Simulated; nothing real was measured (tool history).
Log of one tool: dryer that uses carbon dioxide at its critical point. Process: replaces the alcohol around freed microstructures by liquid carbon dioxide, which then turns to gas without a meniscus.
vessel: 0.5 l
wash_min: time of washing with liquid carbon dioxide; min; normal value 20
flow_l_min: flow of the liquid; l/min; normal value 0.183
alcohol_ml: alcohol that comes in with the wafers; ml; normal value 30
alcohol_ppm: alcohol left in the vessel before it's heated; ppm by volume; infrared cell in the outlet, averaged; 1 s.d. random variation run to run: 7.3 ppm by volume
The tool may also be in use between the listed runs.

| run | day | wash_min | flow_l_min | alcohol_ml | alcohol_ppm |
|---|---|---|---|---|---|
| 1 | 0 | 20 | 0.183 | 30 | 536 |
| 2 | 2.075 | 20 | 0.183 | 30 | 563 |
| 3 | 3.467 | 20 | 0.183 | 30 | 586 |
| 4 | 5.525 | 20 | 0.183 | 30 | 641 |
| 5 | 6.571 | 20 | 0.208 | 30 | 382 |
| 6 | 8.396 | 20 | 0.183 | 30 | 681 |
|  | 9.362 | inlet filter changed |
| 7 | 10.683 | 20 | 0.183 | 30 | 400 |
| 8 | 12.925 | 20 | 0.183 | 30 | 432 |
| 9 | 14.967 | 12 | 0.183 | 30 | 3104 |
| 10 | 16.142 | 25 | 0.183 | 30 | 164 |
| 11 | 17.504 | 25 | 0.183 | 30 | 165 |
| 12 | 19.283 | 20 | 0.183 | 30 | 530 |
| 13 | 20.446 | 14 | 0.124 | 29 | 6087 |
| 14 | 22.417 | 14 | 0.124 | 29 | 6147 |
| 15 | 23.9 | 20 | 0.183 | 92 | 1784 |
| 16 | 26.233 | 20 | 0.183 | 92 | 1928 |
|  | 27.788 | inlet filter changed |
| 17 | 28.175 | 19 | 0.146 | 41 | 1686 |
| 18 | 30.212 | 19 | 0.146 | 41 | 1798 |
| 19 | 31.258 | 25 | 0.146 | 69 | 947 |
| 20 | 33.15 | 14 | 0.146 | 44 | 5592 |
| 21 | 34.7 | 14 | 0.146 | 44 | 5767 |
| 22 | 36.3 | 18 | 0.183 | 37 | 964 |
| 23 | 38.229 | 18 | 0.16 | 30 | 1445 |

3 ways to go on from here, each from the tool as it stands after run 23. What would each give?
| A | 40.333 | 12 | 0.16 | 30 | ? |
| B | 40.333 | 19 | 0.272 | 52 | ? |
| C | 40.333 | 12 | 0.139 | 71 | ? |

| run | alcohol_ppm |
|---|---|
| A | 5054 |
| B | 179 |
| C | 16247 |
With the hidden condition removed and each run's random variation left untouched, the same runs would have given:
| run | alcohol_ppm |
|---|---|
| A | 3989 |
| B | 84 |
| C | 13265 |
